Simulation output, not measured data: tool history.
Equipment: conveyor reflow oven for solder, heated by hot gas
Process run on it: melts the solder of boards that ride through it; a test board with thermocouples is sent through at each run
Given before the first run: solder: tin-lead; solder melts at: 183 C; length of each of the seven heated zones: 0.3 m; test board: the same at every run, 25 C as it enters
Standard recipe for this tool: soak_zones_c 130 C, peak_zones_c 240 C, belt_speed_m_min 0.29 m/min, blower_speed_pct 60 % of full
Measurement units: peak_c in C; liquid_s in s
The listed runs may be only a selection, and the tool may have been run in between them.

Run 1, day 0: usual settings. Result: peak_c 219.6 C, liquid_s 91.6 s.
Run 2, day 0.267: usual settings. Result: peak_c 219.7 C, liquid_s 91.8 s.
Run 3, day 0.758: usual settings. Result: peak_c 219.6 C, liquid_s 91.2 s.
Run 4, day 1.188: usual settings. Result: peak_c 219.4 C, liquid_s 90.9 s.
Run 5, day 1.638: usual settings. Result: peak_c 219.4 C, liquid_s 91.4 s.
Run 6, day 2.146: usual settings. Result: peak_c 219.5 C, liquid_s 91.4 s.
Run 7, day 2.779: usual settings. Result: peak_c 219.6 C, liquid_s 91.1 s.
Run 8, day 3.288: usual settings. Result: peak_c 219.6 C, liquid_s 92 s.
Run 9, day 3.817: usual settings. Result: peak_c 219.5 C, liquid_s 91.1 s.
Run 10, day 4.338: usual settings. Result: peak_c 219.3 C, liquid_s 90.4 s.
Run 11, day 4.779: usual settings. Result: peak_c 219.4 C, liquid_s 91.1 s.
Run 12, day 5.158: usual settings. Result: peak_c 219.7 C, liquid_s 91.2 s.
Run 13, day 5.671: usual settings but soak_zones_c 117 C. Result: peak_c 216.8 C, liquid_s 82.2 s.
Run 14, day 6.008: usual settings. Result: peak_c 219.3 C, liquid_s 91.6 s.
Run 15, day 6.521: usual settings but peak_zones_c 246 C. Result: peak_c 224.5 C, liquid_s 97.3 s.
Run 16, day 6.992: usual settings but soak_zones_c 136 C, peak_zones_c 236 C, belt_speed_m_min 0.264 m/min, blower_speed_pct 86 % of full. Result: peak_c 224 C, liquid_s 111.7 s.
Run 17, day 7.3: usual settings but soak_zones_c 136 C, peak_zones_c 236 C, belt_speed_m_min 0.264 m/min, blower_speed_pct 86 % of full. Result: peak_c 223.9 C, liquid_s 110.5 s.
Run 18, day 7.867: usual settings but soak_zones_c 121 C, belt_speed_m_min 0.24 m/min. Result: peak_c 224.8 C, liquid_s 113.8 s.
Run 19, day 8.171: usual settings but soak_zones_c 121 C, belt_speed_m_min 0.24 m/min. Result: peak_c 224.6 C, liquid_s 113.9 s.
Run 20, day 8.571: usual settings but soak_zones_c 121 C, belt_speed_m_min 0.24 m/min. Result: peak_c 224.8 C, liquid_s 114.9 s.
Run 21, day 9.079: usual settings but soak_zones_c 121 C, belt_speed_m_min 0.24 m/min. Result: peak_c 224.5 C, liquid_s 115.3 s.
Run 22, day 9.85: usual settings but soak_zones_c 120 C, belt_speed_m_min 0.24 m/min. Result: peak_c 225.3 C, liquid_s 115.4 s.
Run 23, day 10.233: usual settings but soak_zones_c 120 C, belt_speed_m_min 0.24 m/min. Result: peak_c 225.7 C, liquid_s 117.2 s.
Run 24, day 10.604: usual settings but soak_zones_c 131 C, peak_zones_c 234 C, belt_speed_m_min 0.274 m/min, blower_speed_pct 64 % of full. Result: peak_c 218.6 C, liquid_s 97.7 s.
Run 25, day 10.942: usual settings but soak_zones_c 131 C, peak_zones_c 234 C, belt_speed_m_min 0.274 m/min, blower_speed_pct 64 % of full. Result: peak_c 218.3 C, liquid_s 97.1 s.
Run 26, day 11.529: usual settings but soak_zones_c 129 C, peak_zones_c 234 C, belt_speed_m_min 0.274 m/min, blower_speed_pct 64 % of full. Result: peak_c 218.6 C, liquid_s 96.1 s.
Run 27, day 12.033: usual settings but belt_speed_m_min 0.33 m/min. Result: peak_c 216.1 C, liquid_s 75.8 s.
Run 28, day 12.417: usual settings but belt_speed_m_min 0.33 m/min. Result: peak_c 215.9 C, liquid_s 75.5 s.
Run 29, day 12.812: usual settings but peak_zones_c 231 C, belt_speed_m_min 0.33 m/min, blower_speed_pct 63 % of full. Result: peak_c 209.2 C, liquid_s 66.4 s.
Run 30, day 13.396: usual settings but peak_zones_c 231 C, belt_speed_m_min 0.33 m/min, blower_speed_pct 63 % of full. Result: peak_c 208.9 C, liquid_s 66.1 s.

Not shown here: 1 entry made in the log between runs. Locate each between two listed runs and compare the hidden state at the listed run before it with the hidden state at the listed run after it:
In the gap between runs 21 and 22: flux residue cleaned out of gas plates and filters (day 9.85)
  heat that the gas passes to the board, % of a clean oven's: 94.4 -> 99.7; belt's true speed, % of the reading: 99.1 -> 99.08; true gas temperature in zones 6 and 7 over the reading, C: -0.07 -> -0.06
  measured result minus the result with no hidden state, peak_c: -1.2 -> +0.2 C; liquid_s: -0.8 -> +1.3 s
